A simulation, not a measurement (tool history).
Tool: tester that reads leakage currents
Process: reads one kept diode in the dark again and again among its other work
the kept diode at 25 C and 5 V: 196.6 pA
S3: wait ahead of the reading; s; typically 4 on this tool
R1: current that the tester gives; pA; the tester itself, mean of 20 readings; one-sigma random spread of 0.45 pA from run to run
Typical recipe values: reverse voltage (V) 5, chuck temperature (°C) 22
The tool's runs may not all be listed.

{"run": 1, "hour": 0.0, "reverse voltage (V)": 5, "chuck temperature (°C)": 22, "S3": 4, "R1": 149.51}
{"run": 2, "hour": 82.5, "reverse voltage (V)": 5, "chuck temperature (°C)": 22, "S3": 7.14, "R1": 148.55}
{"run": 3, "hour": 175.6, "reverse voltage (V)": 5, "chuck temperature (°C)": 22, "S3": 7.14, "R1": 149.14}
{"run": 4, "hour": 230.3, "reverse voltage (V)": 5, "chuck temperature (°C)": 22, "S3": 4, "R1": 148.98}
{"run": 5, "hour": 310.6, "reverse voltage (V)": 5, "chuck temperature (°C)": 22, "S3": 4, "R1": 149.66}
{"run": 6, "hour": 378.4, "reverse voltage (V)": 5, "chuck temperature (°C)": 22, "S3": 4, "R1": 149.08}
{"run": 7, "hour": 418.1, "reverse voltage (V)": 1.83, "chuck temperature (°C)": 22, "S3": 4, "R1": 92.54}
{"run": 8, "hour": 504.5, "reverse voltage (V)": 1.83, "chuck temperature (°C)": 22, "S3": 4, "R1": 92.64}
{"run": 9, "hour": 602.3, "reverse voltage (V)": 1.83, "chuck temperature (°C)": 22, "S3": 4, "R1": 92.9}
{"run": 10, "hour": 681.8, "reverse voltage (V)": 1.83, "chuck temperature (°C)": 22, "S3": 0.36, "R1": 94.45}
{"run": 11, "hour": 747.4, "reverse voltage (V)": 5, "chuck temperature (°C)": 22, "S3": 1.92, "R1": 149.59}
{"run": 12, "hour": 834.8, "reverse voltage (V)": 5, "chuck temperature (°C)": 22, "S3": 1.92, "R1": 149.31}
{"run": 13, "hour": 905.9, "reverse voltage (V)": 5, "chuck temperature (°C)": 22, "S3": 1.92, "R1": 149.52}
{"run": 14, "hour": 1004.0, "reverse voltage (V)": 5, "chuck temperature (°C)": 22, "S3": 1.92, "R1": 149.79}
{"run": 15, "hour": 1053.8, "reverse voltage (V)": 5, "chuck temperature (°C)": 23, "S3": 4, "R1": 163.35}
{"run": 16, "hour": 1099.3, "reverse voltage (V)": 5, "chuck temperature (°C)": 23, "S3": 4, "R1": 164.06}
{"run": 17, "hour": 1176.5, "reverse voltage (V)": 5, "chuck temperature (°C)": 23, "S3": 4, "R1": 164.34}
{"run": 18, "hour": 1233.8, "reverse voltage (V)": 5, "chuck temperature (°C)": 23, "S3": 4, "R1": 163.26}
{"run": 19, "hour": 1292.1, "reverse voltage (V)": 5, "chuck temperature (°C)": 23, "S3": 4, "R1": 164.21}
{"run": 20, "hour": 1383.1, "reverse voltage (V)": 5, "chuck temperature (°C)": 23, "S3": 4, "R1": 163.71}
{"run": 21, "hour": 1475.3, "reverse voltage (V)": 1.91, "chuck temperature (°C)": 25, "S3": 4, "R1": 125.07}
{"run": 22, "hour": 1547.1, "reverse voltage (V)": 14.43, "chuck temperature (°C)": 34, "S3": 4, "R1": 724.69}
{"run": 23, "hour": 1608.9, "reverse voltage (V)": 14.43, "chuck temperature (°C)": 34, "S3": 2.76, "R1": 727.38}
{"run": 24, "hour": 1685.5, "reverse voltage (V)": 14.43, "chuck temperature (°C)": 34, "S3": 2.76, "R1": 724.96}
{"run": 25, "hour": 1764.8, "reverse voltage (V)": 14.43, "chuck temperature (°C)": 34, "S3": 2.76, "R1": 724.77}
{"run": 26, "hour": 1862.3, "reverse voltage (V)": 5, "chuck temperature (°C)": 22, "S3": 3.55, "R1": 149.7}
{"run": 27, "hour": 1955.2, "reverse voltage (V)": 8.1, "chuck temperature (°C)": 44, "S3": 4.35, "R1": 1280.69}
{"run": 28, "hour": 1999.4, "reverse voltage (V)": 5, "chuck temperature (°C)": 22, "S3": 8.99, "R1": 147.75}
{"run": 29, "hour": 2083.8, "reverse voltage (V)": 4.89, "chuck temperature (°C)": 32, "S3": 4, "R1": 365.1}
{"run": 30, "hour": 2167.8, "reverse voltage (V)": 4.89, "chuck temperature (°C)": 32, "S3": 4, "R1": 365.87}
{"run": 31, "hour": 2253.5, "reverse voltage (V)": 4.89, "chuck temperature (°C)": 32, "S3": 4, "R1": 366.61}
{"run": 32, "hour": 2334.5, "reverse voltage (V)": 4.89, "chuck temperature (°C)": 32, "S3": 4, "R1": 363.21}
{"run": 33, "hour": 2407.1, "reverse voltage (V)": 5, "chuck temperature (°C)": 22, "S3": 4, "R1": 148.97}
{"run": 34, "hour": 2474.5, "reverse voltage (V)": 5, "chuck temperature (°C)": 22, "S3": 4, "R1": 148.96}
{"run": 35, "hour": 2540.8, "reverse voltage (V)": 5, "chuck temperature (°C)": 22, "S3": 4, "R1": 149.51}
{"run": 36, "hour": 2587.4, "reverse voltage (V)": 5, "chuck temperature (°C)": 22, "S3": 4, "R1": 148.88}
{"run": 37, "hour": 2648.0, "reverse voltage (V)": 5, "chuck temperature (°C)": 22, "S3": 0.79, "R1": 151.03}
{"hour": 2711.8, "done": "probe card cleaned and baked"}
{"run": 38, "hour": 2727.2, "reverse voltage (V)": 5, "chuck temperature (°C)": 22, "S3": 0.79, "R1": 150.44}
{"hour": 2735.1, "done": "chuck's temperature calibrated"}
{"run": 39, "hour": 2827.1, "reverse voltage (V)": 5, "chuck temperature (°C)": 23, "S3": 7.8, "R1": 163.24}

5 options for the next run, each taken on its own from the tool as it stands now. Forecast them:
{"run": "A", "hour": 2916.9, "reverse voltage (V)": 8.03, "chuck temperature (°C)": 30, "S3": 0.31, "R1": "?"}
{"run": "B", "hour": 2916.9, "reverse voltage (V)": 3.03, "chuck temperature (°C)": 46, "S3": 7.8, "R1": "?"}
{"run": "C", "hour": 2916.9, "reverse voltage (V)": 5, "chuck temperature (°C)": 36, "S3": 7.8, "R1": "?"}
{"run": "D", "hour": 2916.9, "reverse voltage (V)": 3.89, "chuck temperature (°C)": 23, "S3": 2.46, "R1": "?"}
{"run": "E", "hour": 2916.9, "reverse voltage (V)": 5, "chuck temperature (°C)": 49, "S3": 0.41, "R1": "?"}

run=A R1=394.33
run=B R1=944.33
run=C R1=525.08
run=D R1=145.5
run=E R1=1523.38
With the hidden condition removed and each run's random variation left untouched, the same runs would have given:
run=A R1=394.3
run=B R1=944.27
run=C R1=525.05
run=D R1=145.49
run=E R1=1523.29

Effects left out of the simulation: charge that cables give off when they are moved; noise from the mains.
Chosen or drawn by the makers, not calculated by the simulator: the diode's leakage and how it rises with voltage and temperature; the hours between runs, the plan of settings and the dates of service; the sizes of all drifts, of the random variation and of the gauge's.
